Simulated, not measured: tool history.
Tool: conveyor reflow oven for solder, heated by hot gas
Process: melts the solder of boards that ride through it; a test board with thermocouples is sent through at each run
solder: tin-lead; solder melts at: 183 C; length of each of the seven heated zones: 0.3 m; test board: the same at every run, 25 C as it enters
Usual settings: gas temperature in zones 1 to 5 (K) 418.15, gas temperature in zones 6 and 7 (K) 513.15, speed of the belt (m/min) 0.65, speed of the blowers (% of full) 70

| run | hour | gas temperature in zones 1 to 5 (K) | gas temperature in zones 6 and 7 (K) | speed of the belt (m/min) | speed of the blowers (% of full) | highest temperature of the board (K) | time above the solder's melting point (s) |
|---|---|---|---|---|---|---|---|
| 1 | 0 | 418.15 | 513.15 | 0.65 | 70 | 493.85 | 44.71 |
|  | 31.5 | flux residue cleaned out of gas plates and filters |
| 2 | 37.3 | 418.15 | 513.15 | 0.65 | 70 | 493.85 | 44.85 |
| 3 | 58.2 | 418.15 | 513.15 | 0.65 | 70 | 493.95 | 44.69 |
| 4 | 88 | 418.15 | 513.15 | 0.65 | 70 | 493.85 | 44.84 |
| 5 | 108.5 | 418.15 | 513.15 | 0.65 | 70 | 493.95 | 44.71 |
| 6 | 140.4 | 418.15 | 513.15 | 0.744 | 70 | 488.85 | 36.11 |
| 7 | 165.5 | 418.15 | 513.15 | 0.744 | 70 | 488.95 | 36.11 |
| 8 | 189.9 | 418.15 | 513.15 | 0.744 | 70 | 488.85 | 36.24 |
| 9 | 224.8 | 418.15 | 513.15 | 0.744 | 70 | 489.15 | 36.18 |
| 10 | 262 | 418.15 | 513.15 | 0.744 | 70 | 489.15 | 36.2 |
| 11 | 293.8 | 418.15 | 513.15 | 0.744 | 70 | 488.95 | 36.14 |
| 12 | 319.2 | 418.15 | 513.15 | 0.629 | 70 | 494.65 | 46.96 |
| 13 | 338.7 | 418.15 | 513.15 | 0.65 | 70 | 493.85 | 44.84 |
|  | 353.9 | flux residue cleaned out of gas plates and filters |
| 14 | 372.4 | 418.15 | 513.15 | 0.65 | 70 | 493.95 | 44.8 |
| 15 | 408.2 | 418.15 | 513.15 | 0.65 | 70 | 493.85 | 44.68 |
| 16 | 445.2 | 415.15 | 513.15 | 0.534 | 70 | 499.55 | 57.32 |
| 17 | 478.7 | 418.15 | 521.15 | 0.65 | 60 | 497.85 | 46.46 |
| 18 | 502 | 418.15 | 521.15 | 0.65 | 60 | 497.65 | 46.33 |
| 19 | 521.8 | 418.15 | 521.15 | 0.65 | 60 | 497.85 | 46.52 |
| 20 | 549.4 | 418.15 | 521.15 | 0.65 | 60 | 497.85 | 46.56 |
| 21 | 568.1 | 425.15 | 527.15 | 0.588 | 60 | 507.85 | 58.45 |
| 22 | 605.2 | 430.15 | 526.15 | 0.588 | 75 | 511.45 | 61.08 |
| 23 | 640.2 | 433.15 | 522.15 | 0.593 | 85 | 509.85 | 60.78 |
|  | 675.1 | flux residue cleaned out of gas plates and filters |
| 24 | 677.5 | 408.15 | 510.15 | 0.729 | 70 | 484.95 | 32.24 |
| 25 | 713.6 | 431.15 | 520.15 | 0.548 | 55 | 504.15 | 63.17 |
| 26 | 735.1 | 406.15 | 501.15 | 0.65 | 77 | 483.15 | 35.55 |
| 27 | 764.5 | 406.15 | 501.15 | 0.65 | 77 | 483.05 | 35.34 |
| 28 | 801.2 | 418.15 | 513.15 | 0.65 | 75 | 494.75 | 45.35 |
|  | 821 | thermocouples of zones 6 and 7 changed |
| 29 | 821 | 418.15 | 513.15 | 0.6 | 74 | 497.45 | 50.63 |
| 30 | 848.7 | 417.15 | 513.15 | 0.6 | 85 | 499.25 | 51.42 |

5 ways to go on from here, each from the tool as it stands after run 30. What would each give?
| A | 878.9 | 417.15 | 513.15 | 0.6 | 81 | ? | ? |
| B | 878.9 | 418.15 | 526.15 | 0.6 | 79 | ? | ? |
| C | 878.9 | 416.15 | 503.15 | 0.566 | 70 | ? | ? |
| D | 878.9 | 422.15 | 521.15 | 0.65 | 87 | ? | ? |
| E | 878.9 | 411.15 | 514.15 | 0.728 | 85 | ? | ? |

| run | highest temperature of the board (K) | time above the solder's melting point (s) |
|---|---|---|
| A | 498.35 | 51.03 |
| B | 509.75 | 55.75 |
| C | 489.15 | 48.7 |
| D | 505.05 | 50.8 |
| E | 492.65 | 37.51 |
Without the tool's hidden state the same runs would have given:
| run | highest temperature of the board (K) | time above the solder's melting point (s) |
|---|---|---|
| A | 498.35 | 51.02 |
| B | 509.75 | 55.75 |
| C | 489.15 | 48.69 |
| D | 505.05 | 50.8 |
| E | 492.65 | 37.51 |
